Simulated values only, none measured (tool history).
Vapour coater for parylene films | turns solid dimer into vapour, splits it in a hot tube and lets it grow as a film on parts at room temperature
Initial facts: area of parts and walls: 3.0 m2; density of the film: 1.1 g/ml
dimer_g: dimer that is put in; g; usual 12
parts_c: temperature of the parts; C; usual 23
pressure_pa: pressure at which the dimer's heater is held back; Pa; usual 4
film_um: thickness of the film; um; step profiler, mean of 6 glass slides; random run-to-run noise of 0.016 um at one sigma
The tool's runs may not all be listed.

run,hour,dimer_g,parts_c,pressure_pa,film_um
1,0,12,23,4,2.87
2,48.6,12,30,4,2.39
3,111,12,30,4,2.37
4,152.7,12,23,2.24,3.16
5,218.4,12,23,2.24,3.12
6,256.1,12,23,2.24,3.12
7,341.8,12,23,4,2.74
8,401.9,12,23,4,2.73
9,477.3,12,31,2.28,2.43
# hour 483.2: table's thermometer calibrated
10,536.9,12,34,3.15,2.11
11,620.1,12,34,3.15,2.07

Run 12 comes next. What will it give?
# hour 660.9: trap's valve overhauled
# hour 676.6: table's thermometer calibrated, once more
12,700.4,12,34,3.15,?

film_um: 2.22 um
The same run, on a tool lacking any hidden state, would have yielded film_um 2.24 um.

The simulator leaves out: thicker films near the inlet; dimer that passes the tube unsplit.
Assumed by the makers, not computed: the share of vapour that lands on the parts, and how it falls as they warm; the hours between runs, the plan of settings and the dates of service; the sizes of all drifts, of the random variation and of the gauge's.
